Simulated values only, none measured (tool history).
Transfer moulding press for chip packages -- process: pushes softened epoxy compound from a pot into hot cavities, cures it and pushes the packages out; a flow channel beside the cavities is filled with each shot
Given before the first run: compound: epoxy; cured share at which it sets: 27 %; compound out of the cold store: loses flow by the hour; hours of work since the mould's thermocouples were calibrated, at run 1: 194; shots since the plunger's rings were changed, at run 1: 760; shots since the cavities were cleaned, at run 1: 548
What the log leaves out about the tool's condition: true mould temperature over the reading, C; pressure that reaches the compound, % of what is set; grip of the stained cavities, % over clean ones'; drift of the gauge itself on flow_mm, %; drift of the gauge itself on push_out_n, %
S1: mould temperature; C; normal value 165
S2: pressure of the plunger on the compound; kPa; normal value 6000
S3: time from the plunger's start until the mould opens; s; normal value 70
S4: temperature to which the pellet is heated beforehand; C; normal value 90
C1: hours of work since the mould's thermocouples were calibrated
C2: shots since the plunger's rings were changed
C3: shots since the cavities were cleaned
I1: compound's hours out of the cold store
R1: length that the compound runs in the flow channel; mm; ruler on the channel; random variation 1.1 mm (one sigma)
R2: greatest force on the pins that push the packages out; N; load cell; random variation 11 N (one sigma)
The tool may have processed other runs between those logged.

run   hour   S1    S2  S3   S4   C1    C2   C3    I1   R1    R2
  1      0  165  6000  70   90  194   760  548  34.6  717   909
      30.5  -- cavities cleaned with cleaning compound and waxed
  2   31.1  165  6000  51   90  209  1070    5  28.2  744  1231
  3   75.1  165  6000  51   90  231  1532  467  41.7  681  1895
  4  109.3  169  6000  70   90  248  1892  827  38.3  686   703
     113.1  -- cavities cleaned with cleaning compound and waxed
  5  132.9  169  6000  70   90  258  2124  208  22.2  760   599
  6  176.9  165  6000  70   90  280  2586  670  18.2  785   921
     182.6  -- plunger's sealing rings changed
     201.3  -- cavities cleaned with cleaning compound and waxed
  7  212.6  165  6000  70   90  296   300  119   8.2  856   739
  8  236.9  171  6000  70   90  308   554  373  19.5  775   597
  9  270.7  171  6000  70   90  324   909  728   9.3  830   679
     283.9  -- cavities cleaned with cleaning compound and waxed
 10    298  171  6300  70   90  337  1180  148    22  779   498
 11  346.6  165  6000  70   90  361  1690  658  47.4  655   872
     367.8  -- cavities cleaned with cleaning compound and waxed
 12  396.2  165  6000  70   90  385  2195  298  39.7  687   784
 13  419.1  165  5400  70   90  396  2436  539    38  658   845
     439.3  -- plunger's sealing rings changed
 14  450.6  165  5400  70   90  410   118  843  16.9  765   971
     455.5  -- cavities cleaned with cleaning compound and waxed
 15  501.7  172  5400  70   90  435   639  485  42.9  633   588
     537.8  -- cavities cleaned with cleaning compound and waxed
 16  553.3  168  5400  70  100  460  1165  163  38.5  650   527
 17    598  168  5400  70  100  482  1634  632  19.9  731   747
     621.2  -- cavities cleaned with cleaning compound and waxed
 18  641.9  164  6290  70  100  503  2080  218  29.1  750   726
 19  683.2  164  6290  70  100  523  2513  651  28.2  752   879
     696.9  -- plunger's sealing rings changed
     706.4  -- cavities cleaned with cleaning compound and waxed
 20  730.4  164  6290  70  100  544   335  251  45.5  682   745
 21  781.3  164  6290  70  100  569   870  786  19.9  804   947
       789  -- cavities cleaned with cleaning compound and waxed
 22  805.4  159  6000  92   90  580  1107  172  12.8  842   580
 23  831.3  165  6000  96   90  593  1379  444  28.4  740   541
 24  859.9  165  6000  58   85  607  1680  745  27.4  748  1597
     871.3  -- cavities cleaned with cleaning compound and waxed
     876.8  -- mould's thermocouples calibrated
 25  896.3  165  6000  66   85   10  2025  242  43.5  675   870
 26  920.1  165  4870  98   85   21  2275  492    27  674   550
     955.9  -- plunger's sealing rings changed
     961.5  -- cavities cleaned with cleaning compound and waxed
 27  961.6  165  5790  67   97   40    44    0  16.9  791   623

How the hidden state differs across the entries between the runs, from the last listed run before each to the first after it:
After run 1, before run 2: cavities cleaned with cleaning compound and waxed (hour 30.5)
  true mould temperature over the reading, C: 0.1 -> 0.12; pressure that reaches the compound, % of what is set: 98.51 -> 98.16; grip of the stained cavities, % over clean ones': 72.8 -> 2.9
  measured result minus the result with no hidden state, R1: -6 -> -8 mm; R2: +380 -> +29 N
After run 4, before run 5: cavities cleaned with cleaning compound and waxed (hour 113.1)
  true mould temperature over the reading, C: 0.18 -> 0.2; pressure that reaches the compound, % of what is set: 97.1 -> 96.79; grip of the stained cavities, % over clean ones': 79.9 -> 39.6
  measured result minus the result with no hidden state, R1: -11 -> -13 mm; R2: +309 -> +163 N
After run 6, before run 7: plunger's sealing rings changed (hour 182.6); cavities cleaned with cleaning compound and waxed (hour 201.3)
  true mould temperature over the reading, C: 0.23 -> 0.26; pressure that reaches the compound, % of what is set: 96.18 -> 99.47; grip of the stained cavities, % over clean ones': 75.1 -> 28.8
  measured result minus the result with no hidden state, R1: -17 -> -3 mm; R2: +385 -> +154 N
After run 9, before run 10: cavities cleaned with cleaning compound and waxed (hour 283.9)
  true mould temperature over the reading, C: 0.3 -> 0.32; pressure that reaches the compound, % of what is set: 98.71 -> 98.37; grip of the stained cavities, % over clean ones': 78.1 -> 32.5
  measured result minus the result with no hidden state, R1: -6 -> -7 mm; R2: +291 -> +118 N
After run 11, before run 12: cavities cleaned with cleaning compound and waxed (hour 367.8)
  true mould temperature over the reading, C: 0.36 -> 0.4; pressure that reaches the compound, % of what is set: 97.75 -> 97.13; grip of the stained cavities, % over clean ones': 75.5 -> 49.8
  measured result minus the result with no hidden state, R1: -8 -> -11 mm; R2: +361 -> +245 N
After run 13, before run 14: plunger's sealing rings changed (hour 439.3)
  true mould temperature over the reading, C: 0.41 -> 0.43; pressure that reaches the compound, % of what is set: 96.85 -> 99.65; grip of the stained cavities, % over clean ones': 68.4 -> 81.6
  measured result minus the result with no hidden state, R1: -12 -> -3 mm; R2: +329 -> +421 N
After run 14, before run 15: cavities cleaned with cleaning compound and waxed (hour 455.5)
  true mould temperature over the reading, C: 0.43 -> 0.47; pressure that reaches the compound, % of what is set: 99.65 -> 99.03; grip of the stained cavities, % over clean ones': 81.6 -> 66.4
  measured result minus the result with no hidden state, R1: -3 -> -4 mm; R2: +421 -> +230 N
After run 15, before run 16: cavities cleaned with cleaning compound and waxed (hour 537.8)
  true mould temperature over the reading, C: 0.47 -> 0.51; pressure that reaches the compound, % of what is set: 99.03 -> 98.35; grip of the stained cavities, % over clean ones': 66.4 -> 32.1
  measured result minus the result with no hidden state, R1: -4 -> -6 mm; R2: +230 -> +119 N
After run 17, before run 18: cavities cleaned with cleaning compound and waxed (hour 621.2)
  true mould temperature over the reading, C: 0.55 -> 0.58; pressure that reaches the compound, % of what is set: 97.77 -> 97.24; grip of the stained cavities, % over clean ones': 72.6 -> 41.4
  measured result minus the result with no hidden state, R1: -9 -> -12 mm; R2: +298 -> +192 N
After run 19, before run 20: plunger's sealing rings changed (hour 696.9); cavities cleaned with cleaning compound and waxed (hour 706.4)
  true mould temperature over the reading, C: 0.61 -> 0.64; pressure that reaches the compound, % of what is set: 96.68 -> 99.41; grip of the stained cavities, % over clean ones': 75.3 -> 46.3
  measured result minus the result with no hidden state, R1: -14 -> -3 mm; R2: +356 -> +213 N
After run 21, before run 22: cavities cleaned with cleaning compound and waxed (hour 789)
  true mould temperature over the reading, C: 0.68 -> 0.7; pressure that reaches the compound, % of what is set: 98.72 -> 98.43; grip of the stained cavities, % over clean ones': 80.5 -> 34.3
  measured result minus the result with no hidden state, R1: -7 -> -9 mm; R2: +396 -> +127 N
After run 24, before run 25: cavities cleaned with cleaning compound and waxed (hour 871.3); mould's thermocouples calibrated (hour 876.8)
  true mould temperature over the reading, C: 0.74 -> -0.02; pressure that reaches the compound, % of what is set: 97.73 -> 97.31; grip of the stained cavities, % over clean ones': 78.3 -> 44.5
  measured result minus the result with no hidden state, R1: -10 -> -9 mm; R2: +661 -> +269 N
After run 26, before run 27: plunger's sealing rings changed (hour 955.9); cavities cleaned with cleaning compound and waxed (hour 961.5)
  true mould temperature over the reading, C: -0.01 -> 0.02; pressure that reaches the compound, % of what is set: 96.99 -> 99.58; grip of the stained cavities, % over clean ones': 67.4 -> 3.3
  measured result minus the result with no hidden state, R1: -11 -> -2 mm; R2: +220 -> +19 N

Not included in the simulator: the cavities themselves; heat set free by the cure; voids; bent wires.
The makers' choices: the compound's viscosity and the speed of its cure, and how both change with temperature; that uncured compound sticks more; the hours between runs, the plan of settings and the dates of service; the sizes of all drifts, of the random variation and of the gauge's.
